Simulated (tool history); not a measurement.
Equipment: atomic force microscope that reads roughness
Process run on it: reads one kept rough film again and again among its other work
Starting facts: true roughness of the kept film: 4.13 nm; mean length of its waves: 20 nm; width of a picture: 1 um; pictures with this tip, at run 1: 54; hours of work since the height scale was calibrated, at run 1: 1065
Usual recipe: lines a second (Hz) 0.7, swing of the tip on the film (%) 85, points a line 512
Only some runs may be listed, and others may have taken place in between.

| run | day | lines a second (Hz) | swing of the tip on the film (%) | points a line | pictures with this tip | hours of work since the height scale was calibrated | roughness of the kept film (nm (root mean square)) |
|---|---|---|---|---|---|---|---|
| 1 | 0 | 0.7 | 85 | 512 | 54 | 1065 | 2.469 |
| 2 | 2.45 | 0.7 | 85 | 512 | 127 | 1098 | 1.953 |
|  | 2.854 | new tip fitted |
| 3 | 4.746 | 0.7 | 85 | 512 | 56 | 1129 | 2.543 |
| 4 | 7.254 | 0.7 | 85 | 512 | 131 | 1164 | 1.972 |
|  | 7.433 | new tip fitted |
| 5 | 9.067 | 0.7 | 85 | 512 | 49 | 1188 | 2.661 |
| 6 | 10.512 | 0.7 | 85 | 512 | 92 | 1208 | 2.324 |
|  | 12.012 | new tip fitted |
| 7 | 13.321 | 0.7 | 85 | 744 | 39 | 1246 | 2.754 |
| 8 | 15.292 | 0.7 | 85 | 491 | 98 | 1273 | 2.174 |
|  | 16.562 | new tip fitted |
| 9 | 16.904 | 0.785 | 85 | 512 | 10 | 1295 | 3.169 |
| 10 | 18.075 | 1.5 | 85 | 512 | 45 | 1310 | 2.585 |
| 11 | 20.15 | 1.5 | 85 | 512 | 107 | 1339 | 2.068 |
|  | 21.112 | new tip fitted |
| 12 | 21.583 | 0.7 | 85 | 512 | 14 | 1358 | 3.08 |
| 13 | 23.038 | 0.7 | 85 | 512 | 58 | 1378 | 2.571 |
| 14 | 25.338 | 0.7 | 85 | 512 | 126 | 1409 | 1.997 |
|  | 25.825 | new tip fitted |
| 15 | 27.371 | 0.7 | 85 | 512 | 47 | 1437 | 2.752 |
| 16 | 29.85 | 0.7 | 85 | 512 | 121 | 1471 | 2.115 |
|  | 30.325 | new tip fitted |
| 17 | 31.862 | 0.7 | 85 | 512 | 46 | 1498 | 2.718 |
| 18 | 33.9 | 0.7 | 85 | 512 | 107 | 1526 | 2.183 |
|  | 34.804 | new tip fitted |
| 19 | 35.138 | 3.694 | 85 | 512 | 10 | 1542 | 2.655 |
| 20 | 37.221 | 3.694 | 85 | 512 | 72 | 1571 | 2.082 |
|  | 39.354 | new tip fitted |
| 21 | 39.354 | 3.694 | 85 | 512 | 0 | 1600 | 2.783 |
|  | 40.05 | height scale calibrated on a step standard |
| 22 | 41.238 | 3.694 | 85 | 512 | 55 | 16 | 2.202 |
| 23 | 43.662 | 3.694 | 85 | 512 | 128 | 49 | 1.749 |
|  | 44.125 | new tip fitted |
| 24 | 45.433 | 3.694 | 85 | 512 | 39 | 73 | 2.337 |
| 25 | 47.046 | 3.694 | 85 | 512 | 87 | 95 | 1.969 |
|  | 48.704 | new tip fitted |
| 26 | 49.088 | 3.694 | 85 | 512 | 12 | 123 | 2.636 |
| 27 | 51.404 | 0.7 | 82 | 484 | 81 | 155 | 2.333 |
|  | 53.242 | new tip fitted |
| 28 | 54.158 | 1.054 | 85 | 512 | 28 | 192 | 2.815 |
| 29 | 55.692 | 2.512 | 85 | 512 | 74 | 213 | 2.2 |
|  | 57.925 | new tip fitted |
| 30 | 58.417 | 0.7 | 89 | 848 | 15 | 250 | 3.052 |
| 31 | 60.125 | 0.7 | 58 | 954 | 66 | 273 | 2.55 |
| 32 | 62.229 | 2.097 | 85 | 512 | 129 | 302 | 1.87 |
|  | 62.438 | new tip fitted |
| 33 | 64.192 | 0.7 | 65 | 512 | 53 | 328 | 2.62 |
| 34 | 65.529 | 1.245 | 63 | 512 | 93 | 347 | 2.227 |
|  | 67.05 | new tip fitted |
| 35 | 68.096 | 1.245 | 63 | 512 | 31 | 382 | 2.891 |
| 36 | 69.325 | 0.821 | 56 | 512 | 68 | 398 | 2.537 |
|  | 71.65 | new tip fitted |
| 37 | 71.65 | 0.821 | 56 | 512 | 0 | 430 | 3.332 |
| 38 | 74.367 | 0.7 | 85 | 337 | 81 | 467 | 2.309 |

Run 39, settings as shown, results not yet in. Your forecast:
| 39 | 75.958 | 0.7 | 85 | 337 | 128 | 489 | ? |

For run 39 the tool returned roughness of the kept film (nm (root mean square)) 1.969.
Without the tool's hidden state the same run would have given roughness of the kept film (nm (root mean square)) 3.225.

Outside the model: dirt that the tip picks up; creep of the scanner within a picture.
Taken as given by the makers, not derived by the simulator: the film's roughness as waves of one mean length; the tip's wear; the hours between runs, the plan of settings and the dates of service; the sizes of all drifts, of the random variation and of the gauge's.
